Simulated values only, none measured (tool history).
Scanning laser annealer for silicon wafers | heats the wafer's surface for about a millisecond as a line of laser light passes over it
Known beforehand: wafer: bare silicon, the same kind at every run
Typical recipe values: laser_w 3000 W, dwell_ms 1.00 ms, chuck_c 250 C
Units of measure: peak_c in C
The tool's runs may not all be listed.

| run | hour | laser_w | dwell_ms | chuck_c | peak_c |
|---|---|---|---|---|---|
| 1 | 0.0 | 3000 | 1.00 | 250 | 985 |
| 2 | 6.4 | 3000 | 1.00 | 250 | 983 |
| 3 | 12.2 | 3000 | 1.00 | 250 | 984 |
| 4 | 21.1 | 3000 | 1.00 | 250 | 984 |
| 5 | 27.2 | 3000 | 1.00 | 250 | 985 |
| 6 | 31.7 | 3000 | 1.00 | 250 | 983 |
| 7 | 39.9 | 3000 | 0.91 | 250 | 950 |
| 8 | 45.1 | 3000 | 1.00 | 288 | 1022 |
| 9 | 50.5 | 3000 | 1.00 | 212 | 945 |
| 10 | 59.9 | 3000 | 1.00 | 212 | 945 |
| 11 | 65.3 | 3000 | 1.00 | 212 | 946 |
| 12 | 71.6 | 3000 | 1.00 | 212 | 944 |
| 13 | 80.5 | 3000 | 1.00 | 212 | 943 |
| 14 | 88.6 | 3000 | 1.08 | 212 | 972 |
| 15 | 93.7 | 3000 | 1.08 | 212 | 971 |
| 16 | 101.8 | 3053 | 1.00 | 250 | 998 |
| 17 | 108.0 | 3053 | 1.00 | 250 | 994 |
| 18 | 114.8 | 3000 | 0.96 | 250 | 962 |
| 19 | 125.1 | 3000 | 1.00 | 231 | 962 |
| 20 | 131.8 | 3000 | 0.74 | 250 | 879 |
| 21 | 136.3 | 2990 | 1.04 | 254 | 994 |
| 22 | 144.9 | 3078 | 1.15 | 260 | 1068 |
| 23 | 151.1 | 3000 | 1.00 | 229 | 962 |
| 24 | 159.6 | 2856 | 1.00 | 218 | 903 |
| 25 | 170.4 | 2935 | 1.00 | 218 | 927 |
| 26 | 175.3 | 2892 | 1.00 | 250 | 949 |
| 27 | 183.6 | 2892 | 1.00 | 250 | 944 |
| 28 | 188.4 | 2892 | 1.00 | 250 | 945 |
| 29 | 194.0 | 3266 | 1.21 | 253 | 1151 |
| 30 | 203.2 | 3266 | 1.21 | 253 | 1148 |
| 31 | 210.4 | 2918 | 1.01 | 263 | 965 |
| 32 | 217.3 | 2918 | 1.01 | 263 | 966 |
| 33 | 224.9 | 2918 | 1.01 | 263 | 970 |
| 34 | 230.8 | 3102 | 1.00 | 250 | 1008 |
| 35 | 237.8 | 2879 | 1.00 | 210 | 897 |
| 36 | 243.8 | 3046 | 0.75 | 220 | 860 |
| 37 | 253.5 | 2994 | 0.75 | 275 | 903 |
| 38 | 261.4 | 3283 | 0.97 | 260 | 1065 |
| 39 | 267.2 | 3198 | 0.90 | 262 | 1009 |
| 40 | 276.5 | 3047 | 0.95 | 286 | 1005 |

Below are 4 alternative next runs, each starting from the tool's condition after run 40. Predict each:
|  | 284.4 | optics aligned, line set to its width |
| A | 288.4 | 3102 | 0.82 | 260 | ? |
|  | 284.4 | optics aligned, line set to its width |
| B | 288.4 | 2563 | 0.95 | 217 | ? |
|  | 284.4 | optics aligned, line set to its width |
| C | 288.4 | 2841 | 1.15 | 210 | ? |
|  | 284.4 | optics aligned, line set to its width |
| D | 288.4 | 2814 | 0.89 | 213 | ? |

| run | peak_c |
|---|---|
| A | 965 |
| B | 807 |
| C | 953 |
| D | 858 |
Had the tool no hidden state, the same runs would have come out as:
| run | peak_c |
|---|---|
| A | 978 |
| B | 818 |
| C | 966 |
| D | 870 |
